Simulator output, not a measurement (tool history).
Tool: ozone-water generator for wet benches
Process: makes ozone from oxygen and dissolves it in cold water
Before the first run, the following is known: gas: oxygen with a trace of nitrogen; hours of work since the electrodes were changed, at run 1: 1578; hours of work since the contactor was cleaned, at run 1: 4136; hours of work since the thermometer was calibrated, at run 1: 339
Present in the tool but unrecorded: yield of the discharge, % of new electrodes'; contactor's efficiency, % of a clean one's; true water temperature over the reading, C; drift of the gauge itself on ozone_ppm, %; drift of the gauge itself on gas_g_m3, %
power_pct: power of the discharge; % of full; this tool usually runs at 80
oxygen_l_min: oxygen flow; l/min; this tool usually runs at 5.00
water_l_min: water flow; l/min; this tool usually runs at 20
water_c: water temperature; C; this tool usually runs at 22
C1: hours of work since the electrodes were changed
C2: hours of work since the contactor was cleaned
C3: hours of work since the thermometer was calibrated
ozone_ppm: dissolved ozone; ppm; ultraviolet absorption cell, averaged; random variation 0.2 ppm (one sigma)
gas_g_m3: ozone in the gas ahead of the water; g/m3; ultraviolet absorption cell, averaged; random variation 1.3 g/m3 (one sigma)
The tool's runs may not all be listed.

Run 1, hour 0.0: usual settings; C1 1578; C2 4136; C3 339. Result: ozone_ppm 25.9 ppm, gas_g_m3 240.8 g/m3.
Run 2, hour 29.2: usual settings but oxygen_l_min 8.45 l/min; C1 1598; C2 4156; C3 358. Result: ozone_ppm 24.7 ppm, gas_g_m3 175.4 g/m3.
Run 3, hour 64.2: usual settings but water_l_min 16 l/min; C1 1621; C2 4179; C3 382. Result: ozone_ppm 30.8 ppm, gas_g_m3 238.9 g/m3.
Run 4, hour 112.3: usual settings but water_c 23 C; C1 1653; C2 4211; C3 414. Result: ozone_ppm 26.0 ppm, gas_g_m3 241.5 g/m3.
Run 5, hour 169.3: usual settings but water_c 23 C; C1 1691; C2 4249; C3 452. Result: ozone_ppm 25.6 ppm, gas_g_m3 240.3 g/m3.
Run 6, hour 238.4: usual settings but water_c 23 C; C1 1737; C2 4295; C3 498. Result: ozone_ppm 25.4 ppm, gas_g_m3 241.3 g/m3.
Run 7, hour 271.2: usual settings but water_c 23 C; C1 1759; C2 4317; C3 520. Result: ozone_ppm 25.8 ppm, gas_g_m3 242.8 g/m3.
Run 8, hour 339.0: usual settings; C1 1804; C2 4362; C3 565. Result: ozone_ppm 26.1 ppm, gas_g_m3 237.0 g/m3.
Run 9, hour 382.9: usual settings; C1 1834; C2 4391; C3 594. Result: ozone_ppm 25.8 ppm, gas_g_m3 242.4 g/m3.
Run 10, hour 439.3: usual settings; C1 1871; C2 4429; C3 632. Result: ozone_ppm 26.1 ppm, gas_g_m3 238.3 g/m3.
Run 11, hour 502.8: usual settings; C1 1913; C2 4471; C3 674. Result: ozone_ppm 25.8 ppm, gas_g_m3 240.1 g/m3.
Run 12, hour 545.4: usual settings; C1 1942; C2 4500; C3 702. Result: ozone_ppm 26.0 ppm, gas_g_m3 236.7 g/m3.
Run 13, hour 585.5: usual settings; C1 1969; C2 4527; C3 729. Result: ozone_ppm 25.9 ppm, gas_g_m3 239.0 g/m3.
Run 14, hour 655.7: usual settings; C1 2015; C2 4573; C3 776. Result: ozone_ppm 25.9 ppm, gas_g_m3 239.2 g/m3.
Run 15, hour 704.3: usual settings; C1 2048; C2 4606; C3 808. Result: ozone_ppm 25.9 ppm, gas_g_m3 239.9 g/m3.
Run 16, hour 772.1: usual settings but power_pct 75 % of full; C1 2093; C2 4651; C3 853. Result: ozone_ppm 24.3 ppm, gas_g_m3 230.2 g/m3.
Run 17, hour 833.1: usual settings but power_pct 48 % of full, oxygen_l_min 2.83 l/min, water_l_min 13 l/min, water_c 17 C; C1 2134; C2 4692; C3 894. Result: ozone_ppm 30.1 ppm, gas_g_m3 257.3 g/m3.
Run 18, hour 876.8: usual settings but power_pct 43 % of full, oxygen_l_min 8.53 l/min, water_l_min 13 l/min, water_c 17 C; C1 2163; C2 4721; C3 923. Result: ozone_ppm 24.9 ppm, gas_g_m3 126.3 g/m3.
Run 19, hour 942.3: usual settings but power_pct 82 % of full, water_l_min 29 l/min, water_c 17 C; C1 2206; C2 4764; C3 967. Result: ozone_ppm 19.5 ppm, gas_g_m3 242.4 g/m3.
Run 20, hour 1012.4: usual settings but power_pct 79 % of full, oxygen_l_min 5.41 l/min, water_l_min 28 l/min, water_c 19 C; C1 2253; C2 4811; C3 1014. Result: ozone_ppm 19.4 ppm, gas_g_m3 224.2 g/m3.
Run 21, hour 1083.8: usual settings but power_pct 53 % of full, water_l_min 15 l/min, water_c 14 C; C1 2301; C2 4859; C3 1061. Result: ozone_ppm 29.4 ppm, gas_g_m3 190.8 g/m3.
Run 22, hour 1118.3: usual settings but power_pct 53 % of full, water_l_min 15 l/min, water_c 14 C; C1 2324; C2 4882; C3 1084. Result: ozone_ppm 28.9 ppm, gas_g_m3 190.7 g/m3.
Run 23, hour 1171.1: usual settings but power_pct 53 % of full, water_l_min 15 l/min, water_c 14 C; C1 2359; C2 4917; C3 1119. Result: ozone_ppm 29.2 ppm, gas_g_m3 190.3 g/m3.
Run 24, hour 1208.8: usual settings but power_pct 60 % of full, oxygen_l_min 4.14 l/min, water_l_min 15 l/min, water_c 26 C; C1 2384; C2 4942; C3 1145. Result: ozone_ppm 26.1 ppm, gas_g_m3 225.8 g/m3.
Run 25, hour 1263.3: usual settings but power_pct 60 % of full, oxygen_l_min 4.14 l/min, water_l_min 15 l/min, water_c 26 C; C1 2420; C2 4978; C3 1181. Result: ozone_ppm 26.2 ppm, gas_g_m3 228.5 g/m3.
Run 26, hour 1294.9: usual settings but power_pct 60 % of full, oxygen_l_min 4.14 l/min, water_l_min 15 l/min, water_c 26 C; C1 2441; C2 4999; C3 1202. Result: ozone_ppm 26.1 ppm, gas_g_m3 227.3 g/m3.
Run 27, hour 1350.3: usual settings but power_pct 60 % of full, oxygen_l_min 4.14 l/min, water_l_min 15 l/min, water_c 26 C; C1 2478; C2 5036; C3 1239. Result: ozone_ppm 26.1 ppm, gas_g_m3 227.0 g/m3.
Run 28, hour 1399.8: usual settings but power_pct 60 % of full, oxygen_l_min 4.14 l/min, water_l_min 15 l/min, water_c 26 C; C1 2511; C2 5069; C3 1272. Result: ozone_ppm 26.1 ppm, gas_g_m3 226.9 g/m3.
Run 29, hour 1442.8: usual settings but power_pct 44 % of full, oxygen_l_min 4.14 l/min, water_l_min 13 l/min, water_c 26 C; C1 2540; C2 5098; C3 1301. Result: ozone_ppm 24.1 ppm, gas_g_m3 194.1 g/m3.

Each row is a separate what-if for the run after 29, all from the same tool condition, not one after another. Results?
Run A, hour 1508.7: usual settings but water_l_min 16 l/min; C1 2584; C2 5142; C3 1344. Result: ozone_ppm ?, gas_g_m3 ?.
Run B, hour 1508.7: usual settings but power_pct 82 % of full, oxygen_l_min 4.67 l/min, water_l_min 19 l/min, water_c 26 C; C1 2584; C2 5142; C3 1344. Result: ozone_ppm ?, gas_g_m3 ?.
Run C, hour 1508.7: usual settings but power_pct 75 % of full, oxygen_l_min 5.84 l/min, water_c 16 C; C1 2584; C2 5142; C3 1344. Result: ozone_ppm ?, gas_g_m3 ?.
Run D, hour 1508.7: usual settings but power_pct 56 % of full, water_l_min 14 l/min; C1 2584; C2 5142; C3 1344. Result: ozone_ppm ?, gas_g_m3 ?.

run  ozone_ppm  gas_g_m3
  A       30.1     236.7
  B       25.5     249.4
  C       26.9     207.8
  D       27.5     197.4
Without the tool's hidden state the same runs would have given:
run  ozone_ppm  gas_g_m3
  A       32.9     248.9
  B       28.1     262.4
  C       29.7     218.2
  D       29.7     205.7
